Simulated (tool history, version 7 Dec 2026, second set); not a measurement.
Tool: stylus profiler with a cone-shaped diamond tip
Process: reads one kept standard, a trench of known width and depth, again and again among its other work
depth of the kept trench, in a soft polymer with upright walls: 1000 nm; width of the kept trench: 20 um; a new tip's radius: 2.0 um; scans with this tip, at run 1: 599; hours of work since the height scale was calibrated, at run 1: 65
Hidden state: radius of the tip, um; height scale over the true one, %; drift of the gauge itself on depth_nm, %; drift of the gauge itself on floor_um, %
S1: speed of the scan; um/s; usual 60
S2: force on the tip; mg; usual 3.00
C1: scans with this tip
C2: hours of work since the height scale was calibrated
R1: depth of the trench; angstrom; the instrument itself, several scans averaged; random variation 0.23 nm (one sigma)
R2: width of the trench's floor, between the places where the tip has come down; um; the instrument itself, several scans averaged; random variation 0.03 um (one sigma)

{"run": 1, "hour": 0.0, "S1": 60, "S2": 3.0, "C1": 599, "C2": 65, "R1": 10184.2, "R2": 16.29}
{"run": 2, "hour": 9.4, "S1": 60, "S2": 3.0, "C1": 642, "C2": 70, "R1": 10186.3, "R2": 16.25}
{"run": 3, "hour": 16.1, "S1": 60, "S2": 3.0, "C1": 672, "C2": 73, "R1": 10182.6, "R2": 16.27}
{"run": 4, "hour": 26.2, "S1": 60, "S2": 7.82, "C1": 719, "C2": 78, "R1": 10350.1, "R2": 16.38}
{"run": 5, "hour": 32.7, "S1": 60, "S2": 7.82, "C1": 749, "C2": 82, "R1": 10350.1, "R2": 16.41}
{"run": 6, "hour": 46.4, "S1": 60, "S2": 7.82, "C1": 811, "C2": 88, "R1": 10351.1, "R2": 16.38}
{"run": 7, "hour": 57.1, "S1": 125, "S2": 3.0, "C1": 860, "C2": 94, "R1": 10184.7, "R2": 15.95}
{"run": 8, "hour": 72.0, "S1": 125, "S2": 3.0, "C1": 929, "C2": 101, "R1": 10183.5, "R2": 15.9}
{"run": 9, "hour": 78.7, "S1": 125, "S2": 3.0, "C1": 959, "C2": 105, "R1": 10185.3, "R2": 15.99}
{"run": 10, "hour": 90.8, "S1": 125, "S2": 3.0, "C1": 1015, "C2": 111, "R1": 10185.6, "R2": 15.93}
{"run": 11, "hour": 97.3, "S1": 125, "S2": 3.0, "C1": 1045, "C2": 114, "R1": 10186.4, "R2": 15.93}
{"run": 12, "hour": 108.8, "S1": 227, "S2": 3.0, "C1": 1098, "C2": 120, "R1": 10186.6, "R2": 15.51}
{"run": 13, "hour": 120.4, "S1": 227, "S2": 3.0, "C1": 1151, "C2": 125, "R1": 10183.2, "R2": 15.45}
{"run": 14, "hour": 131.6, "S1": 60, "S2": 2.08, "C1": 1202, "C2": 131, "R1": 10146.4, "R2": 16.23}
{"run": 15, "hour": 146.5, "S1": 64, "S2": 2.08, "C1": 1271, "C2": 139, "R1": 10141.8, "R2": 16.18}
{"run": 16, "hour": 154.9, "S1": 64, "S2": 2.08, "C1": 1309, "C2": 143, "R1": 10147.1, "R2": 16.15}
{"run": 17, "hour": 165.4, "S1": 60, "S2": 1.57, "C1": 1357, "C2": 148, "R1": 10117.3, "R2": 16.14}
{"run": 18, "hour": 174.8, "S1": 60, "S2": 1.57, "C1": 1401, "C2": 153, "R1": 10118.4, "R2": 16.15}
{"run": 19, "hour": 186.3, "S1": 60, "S2": 1.57, "C1": 1453, "C2": 158, "R1": 10121.3, "R2": 16.13}
{"run": 20, "hour": 198.4, "S1": 60, "S2": 1.57, "C1": 1508, "C2": 164, "R1": 10119.0, "R2": 16.19}
{"run": 21, "hour": 209.0, "S1": 60, "S2": 1.57, "C1": 1557, "C2": 170, "R1": 10122.0, "R2": 16.15}
{"run": 22, "hour": 216.8, "S1": 74, "S2": 1.57, "C1": 1593, "C2": 174, "R1": 10119.5, "R2": 16.06}
{"run": 23, "hour": 228.2, "S1": 74, "S2": 1.57, "C1": 1645, "C2": 179, "R1": 10120.1, "R2": 16.0}
{"run": 24, "hour": 239.2, "S1": 74, "S2": 6.68, "C1": 1696, "C2": 185, "R1": 10310.5, "R2": 16.35}
{"run": 25, "hour": 247.1, "S1": 89, "S2": 8.69, "C1": 1732, "C2": 189, "R1": 10379.7, "R2": 16.27}
{"run": 26, "hour": 256.4, "S1": 89, "S2": 8.69, "C1": 1775, "C2": 194, "R1": 10373.8, "R2": 16.25}
{"run": 27, "hour": 265.9, "S1": 89, "S2": 8.69, "C1": 1818, "C2": 198, "R1": 10373.8, "R2": 16.26}
{"run": 28, "hour": 274.2, "S1": 89, "S2": 8.69, "C1": 1856, "C2": 202, "R1": 10376.2, "R2": 16.26}
{"run": 29, "hour": 283.3, "S1": 20, "S2": 3.44, "C1": 1898, "C2": 207, "R1": 10200.1, "R2": 16.46}
{"run": 30, "hour": 295.9, "S1": 84, "S2": 3.55, "C1": 1956, "C2": 213, "R1": 10204.6, "R2": 16.21}
{"run": 31, "hour": 302.6, "S1": 84, "S2": 3.55, "C1": 1986, "C2": 217, "R1": 10204.9, "R2": 16.16}
{"run": 32, "hour": 315.9, "S1": 84, "S2": 3.55, "C1": 2048, "C2": 223, "R1": 10207.9, "R2": 16.18}
{"run": 33, "hour": 329.7, "S1": 171, "S2": 2.27, "C1": 2111, "C2": 230, "R1": 10156.4, "R2": 15.62}
{"run": 34, "hour": 339.7, "S1": 171, "S2": 2.27, "C1": 2157, "C2": 235, "R1": 10155.7, "R2": 15.61}
{"run": 35, "hour": 346.4, "S1": 27, "S2": 6.85, "C1": 2187, "C2": 239, "R1": 10322.2, "R2": 16.44}
{"run": 36, "hour": 361.3, "S1": 209, "S2": 1.05, "C1": 2256, "C2": 246, "R1": 10091.0, "R2": 14.87}
{"run": 37, "hour": 368.6, "S1": 42, "S2": 5.86, "C1": 2289, "C2": 250, "R1": 10292.2, "R2": 16.4}
{"run": 38, "hour": 382.4, "S1": 21, "S2": 1.14, "C1": 2352, "C2": 257, "R1": 10096.7, "R2": 16.37}
{"run": 39, "hour": 393.6, "S1": 21, "S2": 1.14, "C1": 2404, "C2": 262, "R1": 10098.7, "R2": 16.38}
{"run": 40, "hour": 403.8, "S1": 78, "S2": 5.9, "C1": 2451, "C2": 267, "R1": 10291.3, "R2": 16.25}
{"run": 41, "hour": 413.3, "S1": 114, "S2": 1.04, "C1": 2494, "C2": 272, "R1": 10087.7, "R2": 15.61}
{"run": 42, "hour": 426.8, "S1": 181, "S2": 1.31, "C1": 2556, "C2": 279, "R1": 10109.6, "R2": 15.22}
{"run": 43, "hour": 438.1, "S1": 181, "S2": 1.31, "C1": 2608, "C2": 284, "R1": 10103.5, "R2": 15.25}
{"run": 44, "hour": 445.6, "S1": 181, "S2": 1.31, "C1": 2642, "C2": 288, "R1": 10104.5, "R2": 15.31}
{"run": 45, "hour": 454.9, "S1": 181, "S2": 1.31, "C1": 2685, "C2": 293, "R1": 10103.6, "R2": 15.25}

Forecast each of these 5 alternatives for the next run:
{"run": "A", "hour": 465.0, "S1": 60, "S2": 8.02, "C1": 2731, "C2": 298, "R1": "?", "R2": "?"}
{"run": "B", "hour": 465.0, "S1": 40, "S2": 4.22, "C1": 2731, "C2": 298, "R1": "?", "R2": "?"}
{"run": "C", "hour": 465.0, "S1": 19, "S2": 1.41, "C1": 2731, "C2": 298, "R1": "?", "R2": "?"}
{"run": "D", "hour": 465.0, "S1": 139, "S2": 7.65, "C1": 2731, "C2": 298, "R1": "?", "R2": "?"}
{"run": "E", "hour": 465.0, "S1": 21, "S2": 1.95, "C1": 2731, "C2": 298, "R1": "?", "R2": "?"}

run=A R1=10356.7 R2=16.39
run=B R1=10230.0 R2=16.35
run=C R1=10114.1 R2=16.40
run=D R1=10346.8 R2=16.13
run=E R1=10140.9 R2=16.42
Without the tool's hidden state the same runs would have given:
run=A R1=10356.8 R2=16.39
run=B R1=10230.0 R2=16.35
run=C R1=10114.1 R2=16.40
run=D R1=10346.8 R2=16.13
run=E R1=10140.9 R2=16.42
